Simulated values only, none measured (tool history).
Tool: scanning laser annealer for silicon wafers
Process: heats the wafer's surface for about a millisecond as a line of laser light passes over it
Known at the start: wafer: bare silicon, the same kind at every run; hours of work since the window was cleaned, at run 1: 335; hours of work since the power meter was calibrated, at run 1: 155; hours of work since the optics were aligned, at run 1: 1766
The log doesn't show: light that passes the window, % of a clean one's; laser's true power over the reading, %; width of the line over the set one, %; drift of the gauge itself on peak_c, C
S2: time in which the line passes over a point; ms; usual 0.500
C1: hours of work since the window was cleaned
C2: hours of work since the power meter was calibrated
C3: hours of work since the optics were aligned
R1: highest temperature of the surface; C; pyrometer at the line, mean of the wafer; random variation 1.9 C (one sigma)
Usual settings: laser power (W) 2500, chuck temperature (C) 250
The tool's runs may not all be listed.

Run 1, hour 0.0: usual settings; C1 335; C2 155; C3 1766. Result: R1 1063 C.
Run 2, hour 6.2: usual settings but laser power (W) 2367; C1 338; C2 159; C3 1770. Result: R1 1023 C.
Run 3, hour 14.8: usual settings; C1 343; C2 163; C3 1774. Result: R1 1064 C.
Run 4, hour 21.7: usual settings but chuck temperature (C) 267; C1 347; C2 167; C3 1778. Result: R1 1080 C.
Run 5, hour 28.9: usual settings but chuck temperature (C) 267; C1 351; C2 171; C3 1782. Result: R1 1081 C.
Run 6, hour 38.0: usual settings but chuck temperature (C) 267; C1 356; C2 176; C3 1787. Result: R1 1081 C.
Run 7, hour 42.6: usual settings but laser power (W) 2591; C1 359; C2 179; C3 1790. Result: R1 1092 C.
Run 8, hour 49.3: usual settings but S2 0.463 ms; C1 362; C2 183; C3 1793. Result: R1 1027 C.
Run 9, hour 55.8: usual settings but S2 0.431 ms; C1 366; C2 186; C3 1797. Result: R1 994 C.
Run 10, hour 64.5: usual settings but laser power (W) 2685; C1 371; C2 191; C3 1802. Result: R1 1123 C.
Run 11, hour 68.6: usual settings but chuck temperature (C) 242; C1 373; C2 193; C3 1804. Result: R1 1061 C.
Run 12, hour 77.0: usual settings but chuck temperature (C) 242; C1 378; C2 198; C3 1809. Result: R1 1057 C.
Run 13, hour 82.7: usual settings but chuck temperature (C) 242; C1 381; C2 201; C3 1812. Result: R1 1055 C.
Run 14, hour 89.2: usual settings but S2 0.494 ms; C1 384; C2 205; C3 1815. Result: R1 1061 C.
Run 15, hour 97.7: usual settings; C1 389; C2 209; C3 1820. Result: R1 1066 C.
Run 16, hour 102.4: usual settings; C1 392; C2 212; C3 1823. Result: R1 1064 C.
Run 17, hour 110.8: usual settings but laser power (W) 2306, chuck temperature (C) 234; C1 396; C2 217; C3 1827. Result: R1 985 C.
Run 18, hour 118.6: usual settings but laser power (W) 2670, S2 0.460 ms, chuck temperature (C) 284; C1 401; C2 221; C3 1832. Result: R1 1112 C.
Run 19, hour 124.9: usual settings but laser power (W) 2670, S2 0.460 ms, chuck temperature (C) 284; C1 404; C2 224; C3 1835. Result: R1 1109 C.
Run 20, hour 130.8: usual settings but chuck temperature (C) 263; C1 407; C2 228; C3 1838. Result: R1 1077 C.
Run 21, hour 134.8: usual settings but laser power (W) 2549, S2 0.358 ms, chuck temperature (C) 225; C1 410; C2 230; C3 1841. Result: R1 904 C.
Run 22, hour 143.2: usual settings but laser power (W) 2160, chuck temperature (C) 248; C1 414; C2 234; C3 1845. Result: R1 951 C.
At hour 145.9: window over the wafer cleaned.
Run 23, hour 154.2: usual settings but laser power (W) 2160, chuck temperature (C) 248; C1 5; C2 239; C3 1850. Result: R1 950 C.
Run 24, hour 159.0: usual settings but laser power (W) 2160, chuck temperature (C) 248; C1 7; C2 242; C3 1853. Result: R1 948 C.
Run 25, hour 167.6: usual settings but laser power (W) 2160, chuck temperature (C) 248; C1 12; C2 247; C3 1858. Result: R1 949 C.
At hour 173.6: window over the wafer cleaned, once more.
Run 26, hour 178.3: usual settings but laser power (W) 2160, chuck temperature (C) 248; C1 3; C2 252; C3 1862. Result: R1 968 C.
Run 27, hour 182.5: usual settings but laser power (W) 2392, S2 0.469 ms, chuck temperature (C) 235; C1 5; C2 254; C3 1865. Result: R1 997 C.
Run 28, hour 186.7: usual settings but S2 0.385 ms; C1 7; C2 256; C3 1867. Result: R1 962 C.
Run 29, hour 191.6: usual settings but S2 0.385 ms; C1 10; C2 259; C3 1870. Result: R1 961 C.
Run 30, hour 200.0: usual settings but laser power (W) 2528; C1 15; C2 264; C3 1875. Result: R1 1087 C.
Run 31, hour 206.0: usual settings but laser power (W) 2404, S2 0.366 ms; C1 18; C2 267; C3 1878. Result: R1 911 C.

Some steps in R1 between neighbouring runs. How much of each would the tool show without its hidden state too (settings, what came in, random variation), and how much is left for the hidden state, with any gauge scatter that isn't in both results?
Run 9 -> 10: laser power (W) 2500 -> 2685, S2 0.431 -> 0.500. R1 +129 C: hidden state -5, all else +134.
Run 20 -> 21: laser power (W) 2500 -> 2549, S2 0.500 -> 0.358, chuck temperature (C) 263 -> 225. R1 -173 C: hidden state +4, all else -177.
Run 25 -> 26: window over the wafer cleaned, once more. R1 +19 C: hidden state +17, all else +2.
Run 30 -> 31: laser power (W) 2528 -> 2404, S2 0.500 -> 0.366. R1 -176 C: hidden state +3, all else -179.

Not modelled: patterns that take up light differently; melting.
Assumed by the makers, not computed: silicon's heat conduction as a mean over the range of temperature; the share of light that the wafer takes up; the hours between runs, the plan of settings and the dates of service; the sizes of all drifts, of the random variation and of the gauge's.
